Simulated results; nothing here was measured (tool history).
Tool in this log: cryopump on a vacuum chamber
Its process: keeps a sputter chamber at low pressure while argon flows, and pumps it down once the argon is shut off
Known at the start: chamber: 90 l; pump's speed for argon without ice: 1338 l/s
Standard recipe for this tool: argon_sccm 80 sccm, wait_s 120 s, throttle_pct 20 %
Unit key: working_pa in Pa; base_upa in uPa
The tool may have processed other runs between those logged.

| run | hour | argon_sccm | wait_s | throttle_pct | working_pa | base_upa |
|---|---|---|---|---|---|---|
| 1 | 0 | 80 | 120 | 20 | 0.5192 | 0.64 |
| 2 | 76.1 | 80 | 239 | 20 | 0.5201 | 0.5 |
| 3 | 162.6 | 80 | 239 | 20 | 0.5264 | 0.52 |
| 4 | 258.4 | 80 | 28 | 20 | 0.5233 | 1.71 |
| 5 | 358.2 | 80 | 28 | 20 | 0.5301 | 1.78 |
| 6 | 422.9 | 80 | 267 | 20 | 0.5298 | 0.58 |
| 7 | 475.4 | 56 | 267 | 20 | 0.371 | 0.6 |
| 8 | 543.1 | 56 | 267 | 20 | 0.3736 | 0.6 |
|  | 592.2 | pump warmed up, emptied and cooled again |
| 9 | 600.9 | 56 | 267 | 20 | 0.3551 | 0.6 |
| 10 | 663.1 | 56 | 267 | 20 | 0.3558 | 0.53 |
| 11 | 711.6 | 56 | 267 | 20 | 0.3581 | 0.56 |
| 12 | 782.5 | 56 | 267 | 20 | 0.359 | 0.59 |
| 13 | 852.1 | 56 | 267 | 20 | 0.3634 | 0.62 |
| 14 | 923.9 | 56 | 267 | 55 | 0.1359 | 0.63 |
| 15 | 995.8 | 80 | 120 | 20 | 0.5187 | 0.83 |
| 16 | 1061.8 | 80 | 120 | 47 | 0.2287 | 0.86 |
| 17 | 1110.7 | 100 | 120 | 20 | 0.6462 | 0.89 |
| 18 | 1167.1 | 50 | 238 | 20 | 0.3248 | 0.73 |
| 19 | 1218.8 | 107 | 55 | 43 | 0.3385 | 1.28 |
| 20 | 1296.5 | 80 | 90 | 22 | 0.4808 | 1.03 |
| 21 | 1347.4 | 80 | 120 | 59 | 0.1923 | 0.96 |
| 22 | 1444.3 | 119 | 115 | 34 | 0.477 | 1.01 |
| 23 | 1507.9 | 119 | 28 | 34 | 0.4779 | 2.06 |
| 24 | 1608.1 | 59 | 236 | 26 | 0.3076 | 0.92 |
|  | 1657.3 | pump warmed up, emptied and cooled again |
| 25 | 1713.1 | 59 | 236 | 26 | 0.2915 | 0.8 |
| 26 | 1779.3 | 59 | 236 | 26 | 0.2917 | 0.83 |
| 27 | 1870.9 | 38 | 47 | 26 | 0.1905 | 1.55 |
| 28 | 1986.6 | 41 | 222 | 20 | 0.2651 | 0.9 |
| 29 | 2039.7 | 80 | 251 | 22 | 0.4777 | 0.96 |
| 30 | 2156.8 | 80 | 62 | 42 | 0.2573 | 1.44 |
| 31 | 2234.5 | 80 | 62 | 42 | 0.2574 | 1.48 |
| 32 | 2321.5 | 45 | 24 | 20 | 0.2964 | 2.43 |
| 33 | 2392.6 | 45 | 24 | 20 | 0.2953 | 2.5 |

4 ways to go on from here, each from the tool as it stands after run 33. What would each give?
| A | 2496.1 | 123 | 48 | 24 | ? | ? |
| B | 2496.1 | 45 | 156 | 27 | ? | ? |
| C | 2496.1 | 45 | 24 | 18 | ? | ? |
| D | 2496.1 | 34 | 145 | 36 | ? | ? |

| run | working_pa | base_upa |
|---|---|---|
| A | 0.6843 | 1.66 |
| B | 0.225 | 1.14 |
| C | 0.3295 | 2.53 |
| D | 0.1284 | 1.17 |
What these runs would have given with no unlogged condition in the tool:
| run | working_pa | base_upa |
|---|---|---|
| A | 0.6467 | 0.97 |
| B | 0.2112 | 0.45 |
| C | 0.3157 | 1.84 |
| D | 0.1181 | 0.47 |

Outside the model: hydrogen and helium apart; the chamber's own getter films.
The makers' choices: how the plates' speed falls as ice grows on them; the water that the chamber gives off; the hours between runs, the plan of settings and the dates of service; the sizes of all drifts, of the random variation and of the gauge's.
